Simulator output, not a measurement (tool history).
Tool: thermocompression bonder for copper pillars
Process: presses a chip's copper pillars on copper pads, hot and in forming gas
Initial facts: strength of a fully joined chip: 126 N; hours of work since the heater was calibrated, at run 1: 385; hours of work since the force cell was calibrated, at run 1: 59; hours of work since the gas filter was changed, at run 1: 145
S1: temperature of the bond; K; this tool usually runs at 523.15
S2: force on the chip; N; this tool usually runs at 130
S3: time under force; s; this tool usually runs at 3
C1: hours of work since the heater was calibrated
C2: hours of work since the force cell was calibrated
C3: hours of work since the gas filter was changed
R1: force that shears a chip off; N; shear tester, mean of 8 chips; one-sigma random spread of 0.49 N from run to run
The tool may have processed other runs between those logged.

run    day      S1   S2  S3   C1   C2   C3    R1
  1      0  523.15  130   3  385   59  145  67.4
  2  0.312  523.15  130   3  390   65  150  68.2
  3  0.592  523.15  130   3  395   69  155  66.9
  4  0.946  523.15  130   3  401   75  161  66.5
  5  1.146  523.15  130   3  404   79  164  67.4
  6  1.354  523.15  130   3  408   82  168  67.2
  7  1.588  523.15  130   3  412   86  172  65.8
  8  1.929  523.15  130   3  417   92  177  66.9
  9  2.154  523.15  130   3  421   96  181  66.4
 10  2.512  523.15  130   3  427  102  187  66.4
 11  2.712  523.15  130   3  430  105  190  66.3
 12  2.938  523.15  130   3  434  109  194    67
 13  3.183  523.15  130   3  438  113  198  66.2
 14  3.471  523.15  130   4  443  118  203    73
 15  3.788  523.15   82   3  448  123  209  50.5
 16  4.004  547.15  130   2  452  127  212  72.5
 17  4.304  547.15  130   2  457  132  217    73
 18  4.454  539.15  130   4  460  134  220  82.9
 19  4.638  550.15  163   3  463  137  223  90.8
 20  4.854  550.15  119   3  466  141  226  79.1
 21  5.054  552.15  132   2  470  144  230  76.4
 22  5.354  513.15  132   2  475  149  235    53
 23  5.604  513.15  132   2  479  154  239  52.5
 24  5.792  523.15  119   4  482  157  242  68.9
 25  5.962  510.15  173   2  485  160  245  59.3
 26    6.2  522.15  101   6  489  164  249    72
 27  6.525  522.15   99   5  495  169  255  67.5
 28  6.796  522.15  100   3  499  174  259  56.7

Below are 3 alternative next runs, each starting from the tool's condition after run 28. Predict each:
  A  7.112  508.15  178   3  504  179  264   ?
  B  7.112  531.15  181   3  504  179  264   ?
  C  7.112  518.15   90   6  504  179  264   ?

run    R1
  A  67.1
  B  82.1
  C  64.6
Take away the tool's hidden state, keep each run's random variation, and the runs would have read:
run    R1
  A    70
  B    86
  C  67.4

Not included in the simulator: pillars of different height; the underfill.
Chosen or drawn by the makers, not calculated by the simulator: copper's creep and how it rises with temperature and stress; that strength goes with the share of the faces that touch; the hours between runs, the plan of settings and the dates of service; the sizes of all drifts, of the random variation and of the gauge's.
